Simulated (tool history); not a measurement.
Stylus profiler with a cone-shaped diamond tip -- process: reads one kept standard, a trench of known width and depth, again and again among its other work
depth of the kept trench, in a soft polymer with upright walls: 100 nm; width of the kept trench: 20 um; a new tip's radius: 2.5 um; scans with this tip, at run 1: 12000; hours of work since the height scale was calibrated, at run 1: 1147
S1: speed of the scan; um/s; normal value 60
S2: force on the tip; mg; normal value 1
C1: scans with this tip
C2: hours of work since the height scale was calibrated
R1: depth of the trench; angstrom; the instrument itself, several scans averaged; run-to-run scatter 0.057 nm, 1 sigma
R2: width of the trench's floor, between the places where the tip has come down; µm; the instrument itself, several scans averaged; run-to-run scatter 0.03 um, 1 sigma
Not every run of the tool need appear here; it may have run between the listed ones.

| run | hour | S1 | S2 | C1 | C2 | R1 | R2 |
|---|---|---|---|---|---|---|---|
| 1 | 0 | 60 | 1 | 12000 | 1147 | 1011.5 | 18.09 |
| 2 | 60.2 | 60 | 1 | 12253 | 1171 | 1012 | 18.08 |
| 3 | 163.3 | 60 | 1 | 12688 | 1213 | 1011.2 | 18.09 |
| 4 | 229.5 | 60 | 1 | 12967 | 1239 | 1012.5 | 18.07 |
| 5 | 311.3 | 18 | 1 | 13311 | 1272 | 1011.8 | 18.22 |
| 6 | 381.8 | 18 | 1 | 13608 | 1301 | 1011.6 | 18.22 |
| 7 | 459.9 | 18 | 1.18 | 13937 | 1332 | 1013 | 18.19 |
| 8 | 544.6 | 18 | 1.18 | 14294 | 1366 | 1012.8 | 18.09 |
| 9 | 639.4 | 18 | 1.18 | 14694 | 1404 | 1012.7 | 18.21 |
| 10 | 742.5 | 18 | 1.18 | 15128 | 1446 | 1014.6 | 18.14 |
| 11 | 844.3 | 18 | 1.18 | 15557 | 1487 | 1013.8 | 18.13 |
| 12 | 925.6 | 18 | 1.18 | 15900 | 1520 | 1014.3 | 18.16 |
| 13 | 1027.3 | 23 | 1.18 | 16328 | 1561 | 1013 | 18.1 |
| 14 | 1121.7 | 23 | 1.18 | 16726 | 1599 | 1013.7 | 18.07 |
| 15 | 1204.3 | 23 | 1.18 | 17074 | 1632 | 1013.6 | 18.14 |
| 16 | 1280.4 | 23 | 1.18 | 17395 | 1662 | 1014.1 | 18.13 |
|  | 1290.9 | height scale calibrated on a step standard |
| 17 | 1339.2 | 60 | 1 | 17640 | 19 | 1013.4 | 17.95 |
| 18 | 1439.8 | 60 | 1 | 18064 | 60 | 1014.4 | 17.96 |
| 19 | 1523.5 | 193 | 1.01 | 18417 | 94 | 1014.3 | 17.57 |
| 20 | 1596.3 | 193 | 1.01 | 18724 | 123 | 1013.7 | 17.54 |
|  | 1628.6 | height scale calibrated on a step standard, once more |
| 21 | 1687.2 | 193 | 0.55 | 19105 | 24 | 1006.7 | 17.3 |
| 22 | 1766.2 | 193 | 0.55 | 19437 | 55 | 1006.5 | 17.3 |
| 23 | 1847.1 | 193 | 0.55 | 19778 | 88 | 1006 | 17.29 |
| 24 | 1893.6 | 56 | 0.54 | 19974 | 107 | 1006.5 | 17.93 |
| 25 | 1982.9 | 227 | 0.4 | 20350 | 143 | 1005.4 | 17 |
| 26 | 2085.5 | 227 | 0.4 | 20783 | 184 | 1005.3 | 16.95 |
| 27 | 2138.8 | 21 | 1.23 | 21007 | 205 | 1010 | 18.04 |
| 28 | 2205.8 | 170 | 1 | 21290 | 232 | 1009.2 | 17.54 |
| 29 | 2304.3 | 170 | 1 | 21705 | 272 | 1009.3 | 17.55 |
| 30 | 2384.1 | 181 | 0.46 | 22041 | 304 | 1005.9 | 17.24 |
| 31 | 2446.5 | 28 | 0.46 | 22304 | 329 | 1005.8 | 17.96 |
| 32 | 2534.7 | 25 | 2.45 | 22675 | 365 | 1016.8 | 18.01 |
| 33 | 2642.4 | 25 | 2.45 | 23129 | 408 | 1016.4 | 17.95 |

Below, some changes in R1 between adjacent runs. For each, the amount present without the hidden state too (settings, incoming material, random variation) and the amount remaining for the hidden state with gauge scatter not shared by both compared results:
Hidden conditions of the tool in this case: radius of the tip, um; height scale over the true one, %; drift of the gauge itself on depth_nm, %; drift of the gauge itself on floor_um, %.
Run 3 -> 4: nothing adjusted, nothing logged. R1 +1.3 angstrom: hidden state +0.2, all else +1.1.
Run 16 -> 17: S1 23 -> 60, S2 1.18 -> 1, height scale calibrated on a step standard. R1 -0.7 angstrom: hidden state +0.6, all else -1.3.
Run 20 -> 21: S2 1.01 -> 0.55, height scale calibrated on a step standard, once more. R1 -7 angstrom: hidden state -5, all else -2.
Run 26 -> 27: S1 227 -> 21, S2 0.4 -> 1.23. R1 +4.7 angstrom: hidden state +0.1, all else +4.6.
Run 31 -> 32: S1 28 -> 25, S2 0.46 -> 2.45. R1 +11 angstrom: hidden state +0, all else +11.
